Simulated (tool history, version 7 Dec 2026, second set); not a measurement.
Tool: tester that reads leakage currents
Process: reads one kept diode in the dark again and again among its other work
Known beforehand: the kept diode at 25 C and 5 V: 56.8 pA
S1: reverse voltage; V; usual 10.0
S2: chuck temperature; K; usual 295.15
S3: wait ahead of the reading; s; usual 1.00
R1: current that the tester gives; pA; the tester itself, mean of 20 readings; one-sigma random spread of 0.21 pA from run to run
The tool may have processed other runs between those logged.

run    hour    S1      S2    S3      R1
  1     0.0  10.0  295.15  1.00   78.75
       57.9  -- chuck's temperature calibrated
  2    65.4  10.0  295.15  1.88   82.17
  3   126.3  10.0  295.15  1.00   83.10
  4   158.8  10.0  295.15  1.00   83.81
  5   200.1  10.0  295.15  1.00   83.83
  6   234.9  10.0  295.15  1.00   83.59
  7   290.9  10.0  295.15  1.00   84.01
  8   339.1  10.0  295.15  1.00   84.45
      344.0  -- chuck's temperature calibrated, once more
  9   396.3  10.0  295.15  1.00   73.73
 10   442.7  10.0  295.15  1.00   73.76
 11   485.9  10.0  295.15  1.00   74.25
 12   549.4  10.0  295.15  1.00   74.71
 13   602.9  10.0  295.15  1.00   75.23
 14   636.6  10.0  295.15  1.00   75.12
 15   704.1  10.0  295.15  5.83   73.18
 16   755.3  10.0  295.15  5.83   73.82
 17   817.7  10.0  295.15  5.83   74.20
 18   846.1  10.0  295.15  1.00   76.22
 19   880.1  10.0  295.15  1.00   76.27
 20   913.0  10.0  295.15  1.00   76.33
 21   976.6  10.0  295.15  1.00   76.29
      996.2  -- probe card cleaned and baked
 22  1018.8  10.0  295.15  1.00   69.91
 23  1080.6   7.6  320.15  4.44  317.32
 24  1143.8   3.1  295.15  4.44   37.24
 25  1173.7   3.4  295.15  4.44   38.95
 26  1230.3   3.0  295.15  0.68   37.57
 27  1262.8   1.6  303.15  5.04   46.75
 28  1308.1   5.0  295.15  7.28   48.05
 29  1367.4   5.0  295.15  3.87   48.12
 30  1432.1   5.0  295.15  3.87   48.32
 31  1491.4   9.7  295.15  0.93   70.80
 32  1550.5   9.7  303.15  3.36  121.70
 33  1585.3   7.6  293.15  0.62   54.95
 34  1653.6   3.1  295.15  5.85   37.91
 35  1704.4   1.2  298.15  3.38   28.89
 36  1755.2   1.7  298.15  8.88   34.73
 37  1817.7   1.7  297.15  4.43   32.50
 38  1848.3   4.5  310.15  1.47  131.58
 39  1903.3   4.5  310.15  1.47  131.53

Branching from run 39: 5 alternative next runs. What would each branch give?
  A  1966.9   1.5  310.15  1.47   ?
  B  1966.9   3.9  321.15  5.05   ?
  C  1966.9  15.2  310.15  0.71   ?
  D  1966.9  19.1  302.15  0.36   ?
  E  1966.9   4.5  321.15  0.44   ?

run      R1
  A   74.72
  B  247.87
  C  252.35
  D  175.67
  E  267.79
With no hidden state in the tool, these same runs would have given:
run      R1
  A   70.31
  B  234.21
  C  235.68
  D  162.40
  E  253.07
